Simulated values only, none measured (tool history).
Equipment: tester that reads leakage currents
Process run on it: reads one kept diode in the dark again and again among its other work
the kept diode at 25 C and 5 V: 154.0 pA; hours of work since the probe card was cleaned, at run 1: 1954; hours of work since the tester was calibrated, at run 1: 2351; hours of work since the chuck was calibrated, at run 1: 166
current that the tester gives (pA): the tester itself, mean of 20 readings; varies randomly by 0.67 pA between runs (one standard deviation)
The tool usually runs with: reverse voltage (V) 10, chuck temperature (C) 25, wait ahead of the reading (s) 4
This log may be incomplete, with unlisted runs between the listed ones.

run	hour	reverse voltage (V)	chuck temperature (C)	wait ahead of the reading (s)	hours of work since the probe card was cleaned	hours of work since the tester was calibrated	hours of work since the chuck was calibrated	current that the tester gives (pA)
1	0	10	25	4	1954	2351	166	257.86
2	49.3	10	25	4	1981	2379	193	257.46
3	128	1.2	25	4	2024	2422	236	80.57
4	220.3	10	30	4	2075	2473	287	362.78
# hour 236.6: probe card cleaned and baked
5	294.3	10	25	4	32	2512	326	237.94
6	370.2	10	25	4	74	2554	368	239.6
7	482.3	10	25	4	136	2616	430	243.57
8	589.1	10	25	4	195	2675	489	243.31
9	681.2	10.7	25	4	246	2726	540	254.85
10	786.6	10	33	4	304	2784	598	434.19
11	894	10	25	4	363	2843	658	251.92
12	952.3	2	25	4	395	2876	690	107.38
# hour 967.8: chuck's temperature calibrated
13	1067	10	21	4	457	2938	55	173.51
14	1160.9	10	21	4	509	2990	107	176.31
15	1241.5	9	25	4	554	3034	151	222.51
16	1307	9	25	4	590	3070	187	224.68
17	1396	9	25	4	639	3119	236	227.07
18	1483.4	9	59	4	687	3168	285	2045.42
19	1549.3	10	25	1.12	724	3204	321	245.66
20	1662.7	10	25	2.26	786	3267	384	246.09
21	1728.9	10	25	2.26	823	3303	420	247.53
22	1784.4	10	25	2.26	854	3334	451	248.48
23	1834.6	4	29	0.36	881	3362	479	203.45
24	1935.6	10	42	4	937	3417	534	780.22
25	2021.2	1.8	25	5.68	984	3465	582	99.94
26	2112.6	1.8	25	5.68	1035	3515	632	100.09
27	2195.1	4.2	25	0.47	1080	3561	678	162.02
# hour 2230.8: chuck's temperature calibrated
28	2258.3	4.2	25	0.47	1114	3594	15	154.22
29	2367	5.5	44	4	1174	3654	75	623.21
30	2458.3	5.5	44	4	1225	3705	126	629.53
# hour 2526.2: tester calibrated
31	2527.9	1.4	28	5.77	1262	1	163	101.61
32	2585.8	1.4	28	5.77	1294	33	195	102.4
33	2694.4	5.7	28	0.36	1354	93	255	224.74
34	2781.1	5.6	29	4	1402	141	303	234.28
35	2832.6	17.8	21	4	1430	169	331	264.07
36	2936	19.4	21	4.07	1487	226	388	279.57
37	3042	10.5	44	4.05	1546	285	447	894.38
38	3131.9	1.5	27	0.6	1595	334	496	103.35
39	3197.1	1.5	27	0.6	1631	370	532	103.44
40	3286.3	14.5	38	3.18	1681	420	582	737.3

Here are 4 independent what-if runs from the current tool condition. What would each one return?
A	3388.1	8.8	38	1.71	1737	476	638	?
B	3388.1	18.1	23	1.28	1737	476	638	?
C	3388.1	10	25	4	1737	476	638	?
D	3388.1	6.6	38	3.18	1737	476	638	?

run	current that the tester gives (pA)
A	566.21
B	321.02
C	257.91
D	485.15
With the hidden condition removed and each run's random variation left untouched, the same runs would have given:
run	current that the tester gives (pA)
A	515.15
B	264.68
C	221.59
D	443.2
